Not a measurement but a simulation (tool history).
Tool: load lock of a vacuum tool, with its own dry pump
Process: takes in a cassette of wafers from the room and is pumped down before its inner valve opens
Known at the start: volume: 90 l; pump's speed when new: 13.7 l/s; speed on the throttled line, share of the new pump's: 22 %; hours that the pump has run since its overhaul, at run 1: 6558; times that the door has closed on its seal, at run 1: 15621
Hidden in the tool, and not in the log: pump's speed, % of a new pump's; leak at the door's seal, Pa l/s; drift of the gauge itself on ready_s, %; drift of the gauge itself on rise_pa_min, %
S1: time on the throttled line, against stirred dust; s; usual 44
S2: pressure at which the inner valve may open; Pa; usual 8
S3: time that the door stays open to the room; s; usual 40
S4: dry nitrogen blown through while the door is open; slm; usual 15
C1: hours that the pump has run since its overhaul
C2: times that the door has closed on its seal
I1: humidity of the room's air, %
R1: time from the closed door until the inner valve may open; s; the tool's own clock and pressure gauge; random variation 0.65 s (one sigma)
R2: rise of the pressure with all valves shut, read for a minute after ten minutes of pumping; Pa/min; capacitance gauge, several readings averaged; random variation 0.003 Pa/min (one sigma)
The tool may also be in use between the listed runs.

{"run": 1, "day": 0.0, "S1": 44, "S2": 8, "S3": 40, "S4": 15, "C1": 6558, "C2": 15621, "I1": 48.1, "R1": 108.2, "R2": 0.247}
{"run": 2, "day": 13.371, "S1": 44, "S2": 8, "S3": 40, "S4": 15, "C1": 6879, "C2": 17114, "I1": 44.6, "R1": 108.8, "R2": 0.263}
{"run": 3, "day": 29.758, "S1": 34, "S2": 8, "S3": 40, "S4": 15, "C1": 7272, "C2": 18944, "I1": 43.3, "R1": 102.4, "R2": 0.289}
{"run": 4, "day": 52.621, "S1": 34, "S2": 8, "S3": 40, "S4": 15, "C1": 7821, "C2": 21496, "I1": 43.8, "R1": 104, "R2": 0.344}
{"run": 5, "day": 65.225, "S1": 34, "S2": 8, "S3": 75, "S4": 15, "C1": 8123, "C2": 22903, "I1": 48.1, "R1": 106, "R2": 0.385}
{"run": 6, "day": 80.817, "S1": 52, "S2": 7, "S3": 52, "S4": 15, "C1": 8497, "C2": 24644, "I1": 48, "R1": 119.8, "R2": 0.419}
{"run": 7, "day": 95.108, "S1": 84, "S2": 13, "S3": 40, "S4": 15, "C1": 8840, "C2": 26240, "I1": 45.6, "R1": 138.2, "R2": 0.454}
{"day": 112.5, "done": "dry pump taken out, an overhauled one fitted"}
{"run": 8, "day": 112.5, "S1": 84, "S2": 7, "S3": 63, "S4": 32, "C1": 0, "C2": 28153, "I1": 47.8, "R1": 130, "R2": 0.498}
{"run": 9, "day": 123.429, "S1": 44, "S2": 7, "S3": 144, "S4": 15, "C1": 262, "C2": 29374, "I1": 44.3, "R1": 99.4, "R2": 0.573}
{"run": 10, "day": 142.279, "S1": 44, "S2": 7, "S3": 144, "S4": 15, "C1": 715, "C2": 31478, "I1": 43.9, "R1": 99.6, "R2": 0.611}

Some steps in R1 between neighbouring runs. How much of each would the tool show without its hidden state too (settings, what came in, random variation), and how much is left for the hidden state, with any gauge scatter that isn't in both results?
Run 7 -> 8: S2 13 -> 7, S3 40 -> 63, S4 15 -> 32, dry pump taken out, an overhauled one fitted. R1 -8.2 s: hidden state -12.4, all else +4.2.
Run 8 -> 9: S1 84 -> 44, S3 63 -> 144, S4 32 -> 15. R1 -30.6 s: hidden state +0.6, all else -31.2.
